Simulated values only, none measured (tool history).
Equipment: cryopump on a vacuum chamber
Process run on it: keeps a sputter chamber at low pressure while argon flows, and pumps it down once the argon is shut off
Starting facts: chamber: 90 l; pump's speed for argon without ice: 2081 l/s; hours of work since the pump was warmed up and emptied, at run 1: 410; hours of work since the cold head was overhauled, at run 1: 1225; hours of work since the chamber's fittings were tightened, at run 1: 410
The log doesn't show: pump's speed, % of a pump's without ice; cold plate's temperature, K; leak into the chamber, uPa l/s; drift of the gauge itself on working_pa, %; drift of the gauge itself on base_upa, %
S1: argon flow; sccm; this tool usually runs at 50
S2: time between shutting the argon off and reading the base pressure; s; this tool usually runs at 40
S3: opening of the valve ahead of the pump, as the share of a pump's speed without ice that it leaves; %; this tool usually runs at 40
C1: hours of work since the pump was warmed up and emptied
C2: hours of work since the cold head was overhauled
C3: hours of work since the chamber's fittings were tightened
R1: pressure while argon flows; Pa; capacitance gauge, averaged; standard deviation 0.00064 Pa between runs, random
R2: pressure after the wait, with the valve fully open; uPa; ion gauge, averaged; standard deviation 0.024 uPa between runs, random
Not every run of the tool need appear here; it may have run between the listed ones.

{"run": 1, "day": 0.0, "S1": 50, "S2": 40, "S3": 40, "C1": 410, "C2": 1225, "C3": 410, "R1": 0.1087, "R2": 1.06}
{"run": 2, "day": 3.129, "S1": 50, "S2": 142, "S3": 40, "C1": 466, "C2": 1281, "C3": 466, "R1": 0.11, "R2": 0.6}
{"run": 3, "day": 5.817, "S1": 76, "S2": 40, "S3": 40, "C1": 514, "C2": 1329, "C3": 514, "R1": 0.1691, "R2": 1.1}
{"run": 4, "day": 9.104, "S1": 76, "S2": 40, "S3": 40, "C1": 573, "C2": 1388, "C3": 573, "R1": 0.1715, "R2": 1.18}
{"run": 5, "day": 11.621, "S1": 76, "S2": 40, "S3": 40, "C1": 619, "C2": 1433, "C3": 619, "R1": 0.1716, "R2": 1.19}
{"run": 6, "day": 14.362, "S1": 50, "S2": 40, "S3": 40, "C1": 668, "C2": 1483, "C3": 668, "R1": 0.114, "R2": 1.24}
{"run": 7, "day": 16.079, "S1": 50, "S2": 40, "S3": 40, "C1": 699, "C2": 1513, "C3": 699, "R1": 0.1154, "R2": 1.22}
{"run": 8, "day": 19.046, "S1": 50, "S2": 40, "S3": 40, "C1": 752, "C2": 1567, "C3": 752, "R1": 0.1165, "R2": 1.28}
{"run": 9, "day": 21.742, "S1": 50, "S2": 40, "S3": 40, "C1": 800, "C2": 1615, "C3": 800, "R1": 0.1179, "R2": 1.3}
{"day": 22.488, "done": "pump warmed up, emptied and cooled again"}
{"run": 10, "day": 24.942, "S1": 50, "S2": 40, "S3": 40, "C1": 44, "C2": 1669, "C3": 854, "R1": 0.1031, "R2": 1.2}
{"run": 11, "day": 28.146, "S1": 50, "S2": 40, "S3": 40, "C1": 102, "C2": 1726, "C3": 912, "R1": 0.103, "R2": 1.19}
{"run": 12, "day": 31.029, "S1": 50, "S2": 40, "S3": 40, "C1": 153, "C2": 1778, "C3": 963, "R1": 0.1048, "R2": 1.23}
{"run": 13, "day": 32.846, "S1": 50, "S2": 40, "S3": 40, "C1": 186, "C2": 1811, "C3": 996, "R1": 0.1047, "R2": 1.28}
{"run": 14, "day": 35.696, "S1": 50, "S2": 40, "S3": 40, "C1": 237, "C2": 1862, "C3": 1047, "R1": 0.1048, "R2": 1.25}
{"day": 37.217, "done": "leaking fittings of the chamber tightened, without venting"}
{"run": 15, "day": 38.192, "S1": 50, "S2": 40, "S3": 40, "C1": 281, "C2": 1905, "C3": 18, "R1": 0.1066, "R2": 0.91}
{"run": 16, "day": 39.938, "S1": 50, "S2": 48, "S3": 40, "C1": 312, "C2": 1937, "C3": 49, "R1": 0.107, "R2": 0.82}
{"run": 17, "day": 42.925, "S1": 55, "S2": 48, "S3": 40, "C1": 366, "C2": 1990, "C3": 103, "R1": 0.1187, "R2": 0.85}
{"run": 18, "day": 45.15, "S1": 24, "S2": 35, "S3": 21, "C1": 406, "C2": 2030, "C3": 142, "R1": 0.0962, "R2": 1.08}
{"run": 19, "day": 47.433, "S1": 24, "S2": 35, "S3": 21, "C1": 447, "C2": 2071, "C3": 184, "R1": 0.0965, "R2": 1.12}
{"run": 20, "day": 50.296, "S1": 98, "S2": 40, "S3": 24, "C1": 498, "C2": 2123, "C3": 235, "R1": 0.3492, "R2": 1.05}
{"run": 21, "day": 51.838, "S1": 21, "S2": 40, "S3": 19, "C1": 526, "C2": 2150, "C3": 263, "R1": 0.0944, "R2": 1.03}
{"run": 22, "day": 53.688, "S1": 21, "S2": 198, "S3": 24, "C1": 559, "C2": 2184, "C3": 296, "R1": 0.0746, "R2": 0.49}
{"run": 23, "day": 56.667, "S1": 50, "S2": 39, "S3": 26, "C1": 612, "C2": 2237, "C3": 349, "R1": 0.1674, "R2": 1.13}
{"run": 24, "day": 58.217, "S1": 67, "S2": 159, "S3": 26, "C1": 640, "C2": 2265, "C3": 377, "R1": 0.2246, "R2": 0.57}
{"run": 25, "day": 60.917, "S1": 26, "S2": 78, "S3": 40, "C1": 689, "C2": 2314, "C3": 426, "R1": 0.0586, "R2": 0.78}
{"run": 26, "day": 63.425, "S1": 50, "S2": 157, "S3": 40, "C1": 734, "C2": 2359, "C3": 471, "R1": 0.1137, "R2": 0.62}
{"run": 27, "day": 65.929, "S1": 50, "S2": 157, "S3": 40, "C1": 779, "C2": 2404, "C3": 516, "R1": 0.1156, "R2": 0.67}
{"day": 68.012, "done": "pump warmed up, emptied and cooled again"}
{"run": 28, "day": 68.521, "S1": 93, "S2": 23, "S3": 17, "C1": 9, "C2": 2446, "C3": 559, "R1": 0.4468, "R2": 1.68}
{"run": 29, "day": 71.738, "S1": 93, "S2": 108, "S3": 17, "C1": 67, "C2": 2504, "C3": 616, "R1": 0.4471, "R2": 0.66}
{"run": 30, "day": 73.075, "S1": 93, "S2": 108, "S3": 17, "C1": 91, "C2": 2528, "C3": 640, "R1": 0.4449, "R2": 0.71}
{"run": 31, "day": 75.121, "S1": 93, "S2": 108, "S3": 17, "C1": 128, "C2": 2565, "C3": 677, "R1": 0.4488, "R2": 0.67}
{"run": 32, "day": 78.288, "S1": 22, "S2": 81, "S3": 35, "C1": 185, "C2": 2622, "C3": 734, "R1": 0.052, "R2": 0.78}
{"run": 33, "day": 80.283, "S1": 25, "S2": 81, "S3": 27, "C1": 220, "C2": 2658, "C3": 770, "R1": 0.0787, "R2": 0.86}

Here are 5 independent what-if runs from the current tool condition. What would each one return?
{"run": "A", "day": 81.75, "S1": 27, "S2": 243, "S3": 20, "C1": 247, "C2": 2684, "C3": 796, "R1": "?", "R2": "?"}
{"run": "B", "day": 81.75, "S1": 35, "S2": 135, "S3": 21, "C1": 247, "C2": 2684, "C3": 796, "R1": "?", "R2": "?"}
{"run": "C", "day": 81.75, "S1": 50, "S2": 40, "S3": 42, "C1": 247, "C2": 2684, "C3": 796, "R1": "?", "R2": "?"}
{"run": "D", "day": 81.75, "S1": 25, "S2": 131, "S3": 27, "C1": 247, "C2": 2684, "C3": 796, "R1": "?", "R2": "?"}
{"run": "E", "day": 81.75, "S1": 47, "S2": 20, "S3": 31, "C1": 247, "C2": 2684, "C3": 796, "R1": "?", "R2": "?"}

run=A R1=0.1111 R2=0.63
run=B R1=0.1393 R2=0.7
run=C R1=0.101 R2=1.18
run=D R1=0.0765 R2=0.67
run=E R1=0.1282 R2=1.96
With the hidden condition removed and each run's random variation left untouched, the same runs would have given:
run=A R1=0.1086 R2=0.28
run=B R1=0.1359 R2=0.34
run=C R1=0.0963 R2=0.84
run=D R1=0.0742 R2=0.33
run=E R1=0.1238 R2=1.61
